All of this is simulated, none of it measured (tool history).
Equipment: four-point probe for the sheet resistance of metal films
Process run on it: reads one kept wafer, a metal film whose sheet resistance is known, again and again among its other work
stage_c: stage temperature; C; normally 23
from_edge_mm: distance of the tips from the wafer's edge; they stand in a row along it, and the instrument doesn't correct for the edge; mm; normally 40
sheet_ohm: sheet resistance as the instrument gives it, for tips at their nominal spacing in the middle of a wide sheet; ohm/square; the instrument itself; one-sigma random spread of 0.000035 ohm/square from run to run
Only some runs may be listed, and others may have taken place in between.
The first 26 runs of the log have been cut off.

{"run": 27, "hour": 859.2, "stage_c": 33, "from_edge_mm": 4, "sheet_ohm": 0.176903}
{"run": 28, "hour": 883.2, "stage_c": 33, "from_edge_mm": 4, "sheet_ohm": 0.176859}
{"run": 29, "hour": 929.7, "stage_c": 21, "from_edge_mm": 21, "sheet_ohm": 0.171947}
{"run": 30, "hour": 955.6, "stage_c": 27, "from_edge_mm": 5, "sheet_ohm": 0.175042}
{"run": 31, "hour": 980.4, "stage_c": 27, "from_edge_mm": 5, "sheet_ohm": 0.17509}
{"run": 32, "hour": 1014.5, "stage_c": 18, "from_edge_mm": 15, "sheet_ohm": 0.17221}
{"run": 33, "hour": 1044.8, "stage_c": 30, "from_edge_mm": 6, "sheet_ohm": 0.173881}
{"run": 34, "hour": 1080.9, "stage_c": 30, "from_edge_mm": 6, "sheet_ohm": 0.173793}
{"run": 35, "hour": 1108.4, "stage_c": 20, "from_edge_mm": 29, "sheet_ohm": 0.171758}
{"run": 36, "hour": 1137.9, "stage_c": 23, "from_edge_mm": 28, "sheet_ohm": 0.171656}
{"run": 37, "hour": 1170.4, "stage_c": 35, "from_edge_mm": 12, "sheet_ohm": 0.171696}
{"run": 38, "hour": 1209.0, "stage_c": 35, "from_edge_mm": 12, "sheet_ohm": 0.171742}

Forecast each of these 5 alternatives for the next run:
{"run": "A", "hour": 1246.0, "stage_c": 35, "from_edge_mm": 15, "sheet_ohm": "?"}
{"run": "B", "hour": 1246.0, "stage_c": 26, "from_edge_mm": 25, "sheet_ohm": "?"}
{"run": "C", "hour": 1246.0, "stage_c": 35, "from_edge_mm": 28, "sheet_ohm": "?"}
{"run": "D", "hour": 1246.0, "stage_c": 35, "from_edge_mm": 18, "sheet_ohm": "?"}
{"run": "E", "hour": 1246.0, "stage_c": 24, "from_edge_mm": 52, "sheet_ohm": "?"}

run=A sheet_ohm=0.171417
run=B sheet_ohm=0.171448
run=C sheet_ohm=0.171156
run=D sheet_ohm=0.171326
run=E sheet_ohm=0.171429
Without the tool's hidden state the same runs would have given:
run=A sheet_ohm=0.173465
run=B sheet_ohm=0.173502
run=C sheet_ohm=0.173202
run=D sheet_ohm=0.173374
run=E sheet_ohm=0.173484
